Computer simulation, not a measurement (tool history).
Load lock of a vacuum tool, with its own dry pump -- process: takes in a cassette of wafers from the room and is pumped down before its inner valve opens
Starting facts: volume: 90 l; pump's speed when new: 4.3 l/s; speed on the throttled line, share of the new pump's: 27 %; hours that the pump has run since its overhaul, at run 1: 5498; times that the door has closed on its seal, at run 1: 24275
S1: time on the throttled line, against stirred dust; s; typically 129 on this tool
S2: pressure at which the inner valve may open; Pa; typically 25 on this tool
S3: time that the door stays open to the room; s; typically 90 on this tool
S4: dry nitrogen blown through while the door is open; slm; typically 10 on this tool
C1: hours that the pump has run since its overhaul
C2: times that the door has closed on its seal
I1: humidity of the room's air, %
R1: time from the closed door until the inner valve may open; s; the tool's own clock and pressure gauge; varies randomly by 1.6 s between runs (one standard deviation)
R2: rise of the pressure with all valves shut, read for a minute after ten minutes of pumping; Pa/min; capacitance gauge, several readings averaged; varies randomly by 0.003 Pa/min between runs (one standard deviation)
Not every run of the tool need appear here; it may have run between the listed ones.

Run 1, hour 0.0: usual settings; C1 5498; C2 24275; I1 43.6. Result: R1 281.7 s, R2 0.624 Pa/min.
At hour 134.4: door's seal changed, seat wiped.
Run 2, hour 161.0: usual settings; C1 5657; C2 86; I1 45.3. Result: R1 285.0 s, R2 0.053 Pa/min.
Run 3, hour 436.7: usual settings but S1 101 s; C1 5933; C2 979; I1 48.7. Result: R1 265.8 s, R2 0.061 Pa/min.
Run 4, hour 735.4: usual settings but S1 101 s; C1 6232; C2 1948; I1 42.4. Result: R1 265.9 s, R2 0.059 Pa/min.
Run 5, hour 1002.6: usual settings but S1 101 s; C1 6499; C2 2814; I1 45.0. Result: R1 267.8 s, R2 0.072 Pa/min.
Run 6, hour 1202.4: usual settings but S1 101 s; C1 6699; C2 3462; I1 42.1. Result: R1 268.5 s, R2 0.072 Pa/min.
Run 7, hour 1397.6: usual settings but S1 101 s; C1 6894; C2 4095; I1 42.1. Result: R1 268.5 s, R2 0.082 Pa/min.
Run 8, hour 1550.8: usual settings but S1 101 s; C1 7047; C2 4592; I1 49.9. Result: R1 270.3 s, R2 0.098 Pa/min.
Run 9, hour 1708.1: usual settings but S1 101 s; C1 7204; C2 5102; I1 42.3. Result: R1 267.4 s, R2 0.098 Pa/min.
Run 10, hour 1941.8: usual settings but S1 101 s; C1 7438; C2 5860; I1 43.1. Result: R1 270.5 s, R2 0.112 Pa/min.
Run 11, hour 2229.3: usual settings but S1 101 s; C1 7725; C2 6791; I1 45.7. Result: R1 271.8 s, R2 0.127 Pa/min.
Run 12, hour 2484.5: usual settings but S4 33 slm; C1 7981; C2 7619; I1 45.9. Result: R1 291.7 s, R2 0.126 Pa/min.
Run 13, hour 2750.9: usual settings but S4 33 slm; C1 8247; C2 8483; I1 45.5. Result: R1 294.6 s, R2 0.134 Pa/min.
Run 14, hour 3066.5: usual settings but S1 64 s, S4 5 slm; C1 8563; C2 9506; I1 45.2. Result: R1 247.7 s, R2 0.189 Pa/min.
Run 15, hour 3345.3: usual settings but S1 155 s, S4 24 slm; C1 8841; C2 10410; I1 44.5. Result: R1 309.8 s, R2 0.175 Pa/min.
Run 16, hour 3654.1: usual settings but S3 45 s; C1 9150; C2 11411; I1 50.2. Result: R1 295.7 s, R2 0.192 Pa/min.
Run 17, hour 3876.3: usual settings but S1 112 s, S3 45 s, S4 8 slm; C1 9372; C2 12131; I1 47.1. Result: R1 284.6 s, R2 0.210 Pa/min.
Run 18, hour 4088.2: usual settings but S2 23 Pa, S4 37 slm; C1 9584; C2 12818; I1 43.4. Result: R1 296.8 s, R2 0.227 Pa/min.
Run 19, hour 4288.7: usual settings but S1 197 s; C1 9785; C2 13468; I1 43.9. Result: R1 340.0 s, R2 0.264 Pa/min.
Run 20, hour 4525.7: usual settings but S1 89 s, S2 22 Pa; C1 10022; C2 14237; I1 43.7. Result: R1 274.4 s, R2 0.273 Pa/min.
Run 21, hour 4691.3: usual settings but S1 89 s, S2 22 Pa, S3 37 s, S4 18 slm; C1 10187; C2 14774; I1 44.7. Result: R1 276.4 s, R2 0.258 Pa/min.
Run 22, hour 4929.8: usual settings but S1 184 s, S2 22 Pa, S3 72 s, S4 18 slm; C1 10426; C2 15547; I1 46.3. Result: R1 339.2 s, R2 0.305 Pa/min.
Run 23, hour 5109.6: usual settings but S1 167 s, S2 42 Pa, S3 68 s, S4 6 slm; C1 10606; C2 16130; I1 44.1. Result: R1 313.5 s, R2 0.325 Pa/min.
Run 24, hour 5436.4: usual settings but S1 151 s, S3 30 s; C1 10932; C2 17189; I1 46.1. Result: R1 317.0 s, R2 0.340 Pa/min.

For each entry between runs, how does the tool's hidden state at the last listed run before it compare with that at the first listed run after it?
Logged between run 1 and run 2: door's seal changed, seat wiped (hour 134.4)
  pump's speed, % of a new pump's: 90.7 -> 90.4; leak at the door's seal, Pa l/s: 0.853 -> 0.0021
  what was measured, less what the result would be without the hidden state, R1: +14.6 -> +14.7 s; R2: +0.577 -> +0.000 Pa/min
